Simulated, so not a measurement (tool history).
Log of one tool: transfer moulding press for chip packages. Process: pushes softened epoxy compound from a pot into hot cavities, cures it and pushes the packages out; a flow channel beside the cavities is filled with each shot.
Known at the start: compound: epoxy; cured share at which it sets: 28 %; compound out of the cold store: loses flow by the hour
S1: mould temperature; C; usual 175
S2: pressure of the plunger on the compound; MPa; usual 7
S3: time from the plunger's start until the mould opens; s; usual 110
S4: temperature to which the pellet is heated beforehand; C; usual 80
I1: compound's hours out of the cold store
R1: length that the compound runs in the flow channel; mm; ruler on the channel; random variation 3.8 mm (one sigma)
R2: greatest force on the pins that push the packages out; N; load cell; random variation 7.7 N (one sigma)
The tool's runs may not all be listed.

Run 1, day 0: usual settings; I1 17.8. Result: R1 669 mm, R2 321 N.
Run 2, day 1.283: usual settings; I1 12.3. Result: R1 694 mm, R2 476 N.
Run 3, day 2.338: usual settings; I1 17.1. Result: R1 668 mm, R2 355 N.
Run 4, day 3.354: usual settings but S4 73 C; I1 43.7. Result: R1 545 mm, R2 436 N.
Run 5, day 4.583: usual settings but S4 73 C; I1 20.1. Result: R1 651 mm, R2 356 N.
Run 6, day 5.296: usual settings but S4 70 C; I1 10.8. Result: R1 701 mm, R2 445 N.
Run 7, day 6.025: usual settings but S4 70 C; I1 43.1. Result: R1 539 mm, R2 486 N.
Run 8, day 7.104: usual settings but S3 140 s; I1 44.1. Result: R1 539 mm, R2 356 N.
Run 9, day 8.017: usual settings but S3 103 s; I1 24.4. Result: R1 624 mm, R2 531 N.
Run 10, day 8.629: usual settings but S3 103 s; I1 25.5. Result: R1 618 mm, R2 382 N.
Run 11, day 9.721: usual settings; I1 23.3. Result: R1 628 mm, R2 471 N.
Run 12, day 10.738: usual settings; I1 34.4. Result: R1 608 mm, R2 320 N.
Run 13, day 11.579: usual settings but S2 8.28 MPa; I1 34.2. Result: R1 663 mm, R2 415 N.
Run 14, day 12.962: usual settings but S2 8.28 MPa; I1 8.4. Result: R1 807 mm, R2 341 N.
Run 15, day 13.529: usual settings but S2 8.28 MPa; I1 28.6. Result: R1 697 mm, R2 406 N.
Run 16, day 14.712: usual settings but S3 120 s; I1 39.9. Result: R1 585 mm, R2 468 N.
Run 17, day 15.675: usual settings but S2 7.13 MPa, S3 99 s, S4 79 C; I1 16. Result: R1 704 mm, R2 473 N.
Run 18, day 17.012: usual settings but S2 7.13 MPa, S3 99 s, S4 79 C; I1 11.4. Result: R1 727 mm, R2 612 N.
Run 19, day 18.083: usual settings but S2 7.13 MPa, S3 123 s, S4 89 C; I1 38.6. Result: R1 591 mm, R2 403 N.
Run 20, day 18.758: usual settings but S2 6.12 MPa, S4 73 C; I1 28.8. Result: R1 593 mm, R2 498 N.
Run 21, day 19.625: usual settings but S2 6.12 MPa, S4 73 C; I1 8.5. Result: R1 684 mm, R2 387 N.
Run 22, day 20.621: usual settings but S1 182 C, S2 8.76 MPa, S3 125 s, S4 72 C; I1 20. Result: R1 729 mm, R2 403 N.
Run 23, day 21.396: usual settings but S1 182 C, S2 8.76 MPa, S3 125 s, S4 72 C; I1 30.9. Result: R1 671 mm, R2 291 N.
Run 24, day 22.029: usual settings but S2 6.5 MPa, S4 79 C; I1 14.5. Result: R1 671 mm, R2 413 N.
Run 25, day 23.179: usual settings but S1 178 C, S2 7.37 MPa, S3 138 s, S4 75 C; I1 22.5. Result: R1 661 mm, R2 455 N.
Run 26, day 24.383: usual settings but S1 179 C, S2 8.53 MPa, S3 118 s, S4 82 C; I1 30.7. Result: R1 670 mm, R2 408 N.
Run 27, day 25.808: usual settings but S1 170 C, S2 6.7 MPa, S4 89 C; I1 41.3. Result: R1 562 mm, R2 419 N.
Run 28, day 26.425: usual settings but S1 180 C, S2 6.18 MPa, S3 109 s, S4 85 C; I1 9.3. Result: R1 660 mm, R2 395 N.
Run 29, day 27.192: usual settings but S1 169 C, S2 7.4 MPa, S3 140 s, S4 72 C; I1 43.3. Result: R1 589 mm, R2 471 N.

Taken out of this log: 13 entries between the listed runs. Where each belongs, and how the hidden state differs across it:
Between runs 2 and 3: cavities cleaned with cleaning compound and waxed (day 2.162)
  true mould temperature over the reading, C: -0.28 -> -0.29; pressure that reaches the compound, % of what is set: 91.42 -> 90.99; grip of the stained cavities, % over clean ones': 44.1 -> 7.7
  measured less the result without the state, R1: -31 -> -31 mm; R2: +149 -> +28 N
Between runs 4 and 5: cavities cleaned with cleaning compound and waxed (day 4.312)
  true mould temperature over the reading, C: -0.31 -> -0.33; pressure that reaches the compound, % of what is set: 90.56 -> 90.08; grip of the stained cavities, % over clean ones': 40 -> 12.4
  measured less the result without the state, R1: -27 -> -33 mm; R2: +128 -> +42 N
Between runs 7 and 8: cavities cleaned with cleaning compound and waxed (day 6.446)
  true mould temperature over the reading, C: -0.35 -> -0.36; pressure that reaches the compound, % of what is set: 89.51 -> 89.09; grip of the stained cavities, % over clean ones': 53.3 -> 25.8
  measured less the result without the state, R1: -30 -> -31 mm; R2: +173 -> +72 N
Between runs 9 and 10: cavities cleaned with cleaning compound and waxed (day 8.542)
  true mould temperature over the reading, C: -0.37 -> -0.38; pressure that reaches the compound, % of what is set: 88.72 -> 88.5; grip of the stained cavities, % over clean ones': 50.3 -> 5.6
  measured less the result without the state, R1: -37 -> -37 mm; R2: +182 -> +25 N
Between runs 11 and 12: plunger's sealing rings changed (day 10.408); cavities cleaned with cleaning compound and waxed (day 10.738)
  true mould temperature over the reading, C: -0.4 -> -0.41; pressure that reaches the compound, % of what is set: 88.02 -> 99.44; grip of the stained cavities, % over clean ones': 42.2 -> 1.8
  measured less the result without the state, R1: -40 -> +0 mm; R2: +145 -> +9 N
Between runs 13 and 14: cavities cleaned with cleaning compound and waxed (day 12.883)
  true mould temperature over the reading, C: -0.42 -> -0.44; pressure that reaches the compound, % of what is set: 99.09 -> 98.5; grip of the stained cavities, % over clean ones': 31.6 -> 4.5
  measured less the result without the state, R1: -2 -> -5 mm; R2: +103 -> +20 N
Between runs 16 and 17: cavities cleaned with cleaning compound and waxed (day 15)
  true mould temperature over the reading, C: -0.46 -> -0.48; pressure that reaches the compound, % of what is set: 97.77 -> 97.41; grip of the stained cavities, % over clean ones': 55.6 -> 27.5
  measured less the result without the state, R1: -5 -> -7 mm; R2: +171 -> +111 N
Between runs 18 and 19: cavities cleaned with cleaning compound and waxed (day 17.175)
  true mould temperature over the reading, C: -0.49 -> -0.51; pressure that reaches the compound, % of what is set: 96.87 -> 96.45; grip of the stained cavities, % over clean ones': 60.3 -> 30.1
  measured less the result without the state, R1: -10 -> -10 mm; R2: +240 -> +95 N
Between runs 20 and 21: cavities cleaned with cleaning compound and waxed (day 19.288)
  true mould temperature over the reading, C: -0.52 -> -0.53; pressure that reaches the compound, % of what is set: 96.16 -> 95.82; grip of the stained cavities, % over clean ones': 47.7 -> 14.2
  measured less the result without the state, R1: -10 -> -13 mm; R2: +166 -> +54 N
Between runs 22 and 23: cavities cleaned with cleaning compound and waxed (day 21.396)
  true mould temperature over the reading, C: -0.55 -> -0.56; pressure that reaches the compound, % of what is set: 95.41 -> 95.14; grip of the stained cavities, % over clean ones': 42.8 -> 0.7
  measured less the result without the state, R1: -16 -> -15 mm; R2: +121 -> +2 N
Between runs 25 and 26: cavities cleaned with cleaning compound and waxed (day 23.533)
  true mould temperature over the reading, C: -0.58 -> -0.6; pressure that reaches the compound, % of what is set: 94.39 -> 93.89; grip of the stained cavities, % over clean ones': 52.6 -> 33.3
  measured less the result without the state, R1: -18 -> -19 mm; R2: +157 -> +103 N
Between runs 26 and 27: cavities cleaned with cleaning compound and waxed (day 25.742)
  true mould temperature over the reading, C: -0.6 -> -0.62; pressure that reaches the compound, % of what is set: 93.89 -> 93.36; grip of the stained cavities, % over clean ones': 33.3 -> 4.3
  measured less the result without the state, R1: -19 -> -18 mm; R2: +103 -> +30 N
